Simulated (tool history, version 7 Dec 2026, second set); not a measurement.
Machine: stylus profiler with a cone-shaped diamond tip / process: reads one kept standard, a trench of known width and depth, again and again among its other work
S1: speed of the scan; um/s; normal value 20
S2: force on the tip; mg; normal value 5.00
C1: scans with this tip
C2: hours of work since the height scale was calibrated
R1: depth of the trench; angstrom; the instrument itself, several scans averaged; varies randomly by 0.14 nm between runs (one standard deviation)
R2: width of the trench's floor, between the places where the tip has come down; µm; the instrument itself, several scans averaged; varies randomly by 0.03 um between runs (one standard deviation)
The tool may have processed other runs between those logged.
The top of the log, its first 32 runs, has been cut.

run,hour,S1,S2,C1,C2,R1,R2
33,529.0,67,4.72,1015,98,5095.4,26.87
34,540.2,20,3.11,1084,105,5074.9,26.95
35,559.8,20,2.56,1205,117,5066.6,26.92
36,581.0,20,12.72,1336,129,5184.1,26.93
37,593.8,20,12.72,1415,137,5185.5,26.93
38,610.1,44,2.29,1516,147,5062.3,26.86
39,632.0,9,2.24,1652,160,5063.2,26.93
40,651.5,9,2.24,1772,172,5063.9,26.93
41,671.4,20,4.38,1896,184,5094.5,26.89
42,688.2,23,3.02,1999,194,5079.3,26.88
43,704.3,23,3.02,2099,203,5078.5,26.88
44,726.3,23,3.02,2235,216,5077.2,26.88
45,745.0,26,2.91,2350,228,5076.6,26.84
46,767.3,49,14.28,2488,241,5203.6,26.80
47,782.8,35,9.01,2584,250,5151.1,26.84
48,797.8,7,5.58,2677,259,5113.9,26.85

Branching from run 48: 3 alternative next runs. What would each branch give?
A,807.2,11,5.58,2735,265,?,?
B,807.2,8,5.58,2735,265,?,?
C,807.2,26,5.99,2735,265,?,?

run,R1,R2
A,5113.5,26.83
B,5114.2,26.81
C,5114.9,26.79
With no hidden state in the tool, these same runs would have given:
run,R1,R2
A,5103.9,26.98
B,5104.6,26.96
C,5105.3,26.94
